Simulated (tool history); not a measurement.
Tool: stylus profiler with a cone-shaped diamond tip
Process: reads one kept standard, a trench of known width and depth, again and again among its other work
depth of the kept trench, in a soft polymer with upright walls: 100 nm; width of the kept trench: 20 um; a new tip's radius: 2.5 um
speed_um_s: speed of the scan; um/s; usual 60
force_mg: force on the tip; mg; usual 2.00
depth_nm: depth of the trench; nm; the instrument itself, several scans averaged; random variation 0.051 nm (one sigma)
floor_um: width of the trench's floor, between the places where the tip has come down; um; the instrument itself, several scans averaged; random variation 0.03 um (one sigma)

run   hour  speed_um_s  force_mg  depth_nm  floor_um
  1    0.0          60      2.00    100.98     18.41
  2   53.7          38      2.00    101.06     18.53
  3  106.6          38      2.00    101.08     18.56
  4  201.3          38      2.00    101.03     18.52
  5  274.3          60      2.00    101.01     18.42
  6  327.9         192      2.00    101.05     18.19
  7  410.8          40      2.00    101.00     18.54
  8  479.1          40      2.00    100.90     18.45
  9  574.9          26      0.74    100.57     18.45
 10  623.4          61      2.07    101.05     18.48
 11  702.1          61      2.07    101.00     18.48
 12  798.1          74      1.35    100.71     18.35

Forecast run 13:
 13  883.8          74      1.35         ?         ?

{"run 13": {"depth_nm": 100.8, "floor_um": 18.39}}
Without the tool's hidden state the same run would have given depth_nm 100.80 nm, floor_um 18.41 um.

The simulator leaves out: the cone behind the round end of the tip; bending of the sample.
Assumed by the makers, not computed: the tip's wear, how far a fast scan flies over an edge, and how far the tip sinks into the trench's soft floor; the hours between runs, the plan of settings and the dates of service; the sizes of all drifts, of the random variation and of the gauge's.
